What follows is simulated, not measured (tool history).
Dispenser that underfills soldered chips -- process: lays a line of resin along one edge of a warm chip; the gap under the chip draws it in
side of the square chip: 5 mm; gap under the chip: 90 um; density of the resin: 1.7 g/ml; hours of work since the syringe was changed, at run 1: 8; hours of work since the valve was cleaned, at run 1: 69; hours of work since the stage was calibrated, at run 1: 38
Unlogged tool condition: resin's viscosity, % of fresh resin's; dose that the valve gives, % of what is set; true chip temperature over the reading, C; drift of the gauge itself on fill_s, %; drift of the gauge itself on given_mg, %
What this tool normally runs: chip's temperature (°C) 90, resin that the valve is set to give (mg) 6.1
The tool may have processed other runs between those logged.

run,hour,chip's temperature (°C),resin that the valve is set to give (mg),hours of work since the syringe was changed,hours of work since the valve was cleaned,hours of work since the stage was calibrated,time until the resin shows at the far edge (s),resin that the valve gave (mg)
1,0,90,6.1,8,69,38,25.7,5.97
# hour 3.5: new syringe of resin
2,4.6,90,6.1,1,72,41,14.6,5.93
3,10.5,90,5.55,5,77,45,19.2,5.4
4,15.8,90,5.55,9,81,50,27.4,5.4
# hour 17.8: new syringe of resin
5,22.1,90,5.55,3,86,54,16.4,5.4
6,25.4,90,5.55,6,88,57,20.9,5.41
7,31.1,78,5.55,10,93,61,52.6,5.35
# hour 31.9: new syringe of resin
8,36.6,78,5.55,4,96,65,29.8,5.35
9,40.6,78,5.55,7,100,68,39.3,5.32
10,43.6,78,5.55,9,102,70,48.4,5.36
# hour 46.4: new syringe of resin
11,47.1,78,5.55,1,104,73,24,5.37
12,52.1,90,6.1,4,108,77,17.8,5.89
13,57.5,90,6.1,9,112,81,24.7,5.91
# hour 60.7: new syringe of resin
14,63.2,94,6.1,2,116,85,12.3,5.84
15,68.9,94,6.1,6,121,89,17.3,5.83
16,71.6,90,6,8,123,91,25.5,5.73
# hour 74.9: new syringe of resin
17,76,90,6,1,126,95,13.4,5.77
18,79.6,90,6,4,129,97,17,5.73
19,84.7,92,5.81,8,133,101,21.6,5.52
# hour 86.5: dispensing valve cleaned and set on the balance
# hour 90.4: new syringe of resin
20,90.9,92,5.81,0,3,105,11.6,5.82
21,94.9,92,5.81,3,6,108,15.4,5.82
22,99.5,101,5.59,7,10,112,13.7,5.54
23,104.1,101,5.59,11,13,115,17.2,5.56
# hour 104.9: new syringe of resin
24,108.3,103,7.53,3,16,118,8.7,7.49
25,111.8,99,6.01,5,19,121,12.6,5.99
26,116.1,99,6.01,9,22,124,16.7,5.96
# hour 119.2: new syringe of resin
27,121.7,80,5.95,2,26,128,23.3,5.89
28,125.6,95,6.19,5,29,131,15,6.16
29,128.2,95,7.14,7,31,133,17.5,7.03
# hour 133.6: new syringe of resin
30,133.9,99,5.84,0,36,137,8.7,5.79
31,138.7,99,7.67,4,39,141,11.2,7.58
32,143.2,78,6.11,7,43,145,39.4,6.02
33,146.5,100,5.21,10,45,147,18,5.14
# hour 148.1: new syringe of resin
34,149.5,100,5.21,1,47,149,8.6,5.14
35,152.4,100,5.21,3,49,151,11.4,5.12

Selected run-to-run steps in time until the resin shows at the far edge (s), each split into two signed amounts: the part the tool would show with no hidden state at all (from settings, incoming material and random variation), and the remainder, which goes to the hidden state together with any gauge scatter not common to the measured and the hidden-state-free results:
Run 6 -> 7: chip's temperature (°C) 90 -> 78. time until the resin shows at the far edge (s) +31.7: hidden state +21.6, all else +10.1.
Run 7 -> 8: new syringe of resin. time until the resin shows at the far edge (s) -22.8: hidden state -21.4, all else -1.4.
Run 10 -> 11: new syringe of resin. time until the resin shows at the far edge (s) -24.4: hidden state -23.8, all else -0.6.
Run 31 -> 32: chip's temperature (°C) 99 -> 78, resin that the valve is set to give (mg) 7.67 -> 6.11. time until the resin shows at the far edge (s) +28.2: hidden state +14.1, all else +14.1.
